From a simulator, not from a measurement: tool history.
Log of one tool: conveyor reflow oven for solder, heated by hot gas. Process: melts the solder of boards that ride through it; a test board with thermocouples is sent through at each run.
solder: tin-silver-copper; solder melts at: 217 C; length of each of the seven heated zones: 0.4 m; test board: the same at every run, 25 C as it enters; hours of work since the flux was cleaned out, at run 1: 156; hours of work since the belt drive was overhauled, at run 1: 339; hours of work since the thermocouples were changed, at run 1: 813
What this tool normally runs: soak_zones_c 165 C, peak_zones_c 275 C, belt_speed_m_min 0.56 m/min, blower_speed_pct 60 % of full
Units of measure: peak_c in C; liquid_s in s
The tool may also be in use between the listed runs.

| run | day | soak_zones_c | peak_zones_c | belt_speed_m_min | blower_speed_pct | hours of work since the flux was cleaned out | hours of work since the belt drive was overhauled | hours of work since the thermocouples were changed | peak_c | liquid_s |
|---|---|---|---|---|---|---|---|---|---|---|
| 1 | 0 | 165 | 275 | 0.56 | 60 | 156 | 339 | 813 | 253.5 | 60.88 |
| 2 | 2.1 | 165 | 275 | 0.56 | 60 | 178 | 361 | 835 | 253.7 | 60.78 |
| 3 | 4.488 | 165 | 275 | 0.56 | 60 | 203 | 386 | 860 | 253.3 | 60.81 |
| 4 | 6.833 | 162 | 275 | 0.56 | 60 | 227 | 410 | 885 | 252.5 | 59 |
| 5 | 9.175 | 162 | 275 | 0.56 | 60 | 251 | 435 | 909 | 252.6 | 58.76 |
|  | 10.283 | flux residue cleaned out of gas plates and filters |
| 6 | 11.488 | 162 | 275 | 0.56 | 60 | 13 | 457 | 931 | 252 | 58 |
| 7 | 13.871 | 162 | 275 | 0.56 | 60 | 37 | 481 | 956 | 251.9 | 57.84 |
| 8 | 15.458 | 162 | 275 | 0.56 | 60 | 54 | 498 | 972 | 251.5 | 57.74 |
| 9 | 17.396 | 165 | 275 | 0.56 | 60 | 74 | 518 | 992 | 252.3 | 59.41 |
| 10 | 18.571 | 165 | 276 | 0.665 | 62 | 86 | 530 | 1004 | 245.2 | 42.38 |
|  | 19.654 | flux residue cleaned out of gas plates and filters, once more |
| 11 | 20.208 | 165 | 276 | 0.665 | 62 | 6 | 545 | 1019 | 249.2 | 46.86 |
| 12 | 21.825 | 153 | 272 | 0.569 | 60 | 23 | 562 | 1036 | 249.8 | 52.98 |
| 13 | 24.021 | 153 | 272 | 0.569 | 60 | 45 | 585 | 1059 | 249.6 | 52.7 |
| 14 | 26.029 | 171 | 275 | 0.56 | 54 | 66 | 606 | 1080 | 255 | 64.14 |
| 15 | 28.567 | 162 | 275 | 0.571 | 65 | 93 | 632 | 1106 | 255.1 | 60.53 |
| 16 | 30.625 | 162 | 275 | 0.571 | 65 | 114 | 653 | 1128 | 254.9 | 60.13 |
| 17 | 32.017 | 180 | 271 | 0.622 | 88 | 129 | 668 | 1142 | 256.1 | 62.53 |
| 18 | 34.171 | 153 | 264 | 0.622 | 88 | 151 | 690 | 1164 | 244.6 | 44.38 |

Below are 3 alternative next runs, each starting from the tool's condition after run 18. Predict each:
| A | 36.212 | 164 | 275 | 0.56 | 60 | 172 | 711 | 1186 | ? | ? |
| B | 36.212 | 162 | 275 | 0.575 | 76 | 172 | 711 | 1186 | ? | ? |
| C | 36.212 | 153 | 272 | 0.622 | 88 | 172 | 711 | 1186 | ? | ? |

| run | peak_c | liquid_s |
|---|---|---|
| A | 254.5 | 61.54 |
| B | 256.7 | 61.48 |
| C | 251.2 | 50.07 |
With no hidden state in the tool, these same runs would have given:
| run | peak_c | liquid_s |
|---|---|---|
| A | 252.5 | 59.41 |
| B | 254.8 | 59.68 |
| C | 249.7 | 48.64 |

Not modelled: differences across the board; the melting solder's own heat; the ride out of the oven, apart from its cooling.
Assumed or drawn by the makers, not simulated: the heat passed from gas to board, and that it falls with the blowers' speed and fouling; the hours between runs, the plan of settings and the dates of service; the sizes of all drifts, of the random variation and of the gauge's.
